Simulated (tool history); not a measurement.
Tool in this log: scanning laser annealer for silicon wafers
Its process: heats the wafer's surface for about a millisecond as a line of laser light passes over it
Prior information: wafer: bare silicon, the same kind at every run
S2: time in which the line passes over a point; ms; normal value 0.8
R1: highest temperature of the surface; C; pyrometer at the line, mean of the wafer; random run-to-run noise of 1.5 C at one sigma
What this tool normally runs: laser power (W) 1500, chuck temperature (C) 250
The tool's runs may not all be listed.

Run 1, day 0: usual settings. Result: R1 970 C.
Run 2, day 0.379: usual settings. Result: R1 970 C.
Run 3, day 1.083: usual settings. Result: R1 970 C.
Run 4, day 1.529: usual settings but S2 0.676 ms. Result: R1 908 C.
Run 5, day 1.892: usual settings but S2 0.676 ms. Result: R1 910 C.
Run 6, day 2.521: usual settings but S2 0.769 ms. Result: R1 954 C.
Run 7, day 3.279: usual settings but S2 0.769 ms. Result: R1 954 C.
Run 8, day 3.696: usual settings but S2 0.811 ms. Result: R1 972 C.
Run 9, day 4.108: usual settings but S2 0.811 ms. Result: R1 972 C.
Run 10, day 4.717: usual settings but S2 0.811 ms. Result: R1 972 C.
Run 11, day 5.121: usual settings but laser power (W) 1557, S2 0.811 ms. Result: R1 1000 C.
Run 12, day 5.779: usual settings but laser power (W) 1557, S2 0.811 ms. Result: R1 1000 C.
Run 13, day 6.396: usual settings but laser power (W) 1557, S2 0.811 ms. Result: R1 997 C.
Run 14, day 7.096: usual settings but laser power (W) 1557, S2 0.811 ms, chuck temperature (C) 261. Result: R1 1012 C.
Run 15, day 7.521: usual settings but laser power (W) 1557, S2 0.811 ms, chuck temperature (C) 261. Result: R1 1009 C.
Run 16, day 8.35: usual settings but chuck temperature (C) 225. Result: R1 941 C.
Run 17, day 8.954: usual settings but S2 0.993 ms. Result: R1 1050 C.
Run 18, day 9.462: usual settings. Result: R1 966 C.
Run 19, day 9.85: usual settings but laser power (W) 1643. Result: R1 1035 C.
Run 20, day 10.325: usual settings but laser power (W) 1643. Result: R1 1037 C.
Run 21, day 11.079: usual settings but laser power (W) 1643, S2 0.716 ms, chuck temperature (C) 218. Result: R1 955 C.
Run 22, day 11.908: usual settings but laser power (W) 1369, S2 0.872 ms. Result: R1 929 C.
Run 23, day 12.704: usual settings but S2 0.663 ms. Result: R1 898 C.
Run 24, day 13.262: usual settings but S2 0.663 ms. Result: R1 897 C.

Forecast run 25:
Run 25, day 13.838: usual settings but S2 0.663 ms. Result: R1 ?.

Run 25 gave R1 898 C.
The same run, on a tool lacking any hidden state, would have yielded R1 920 C.
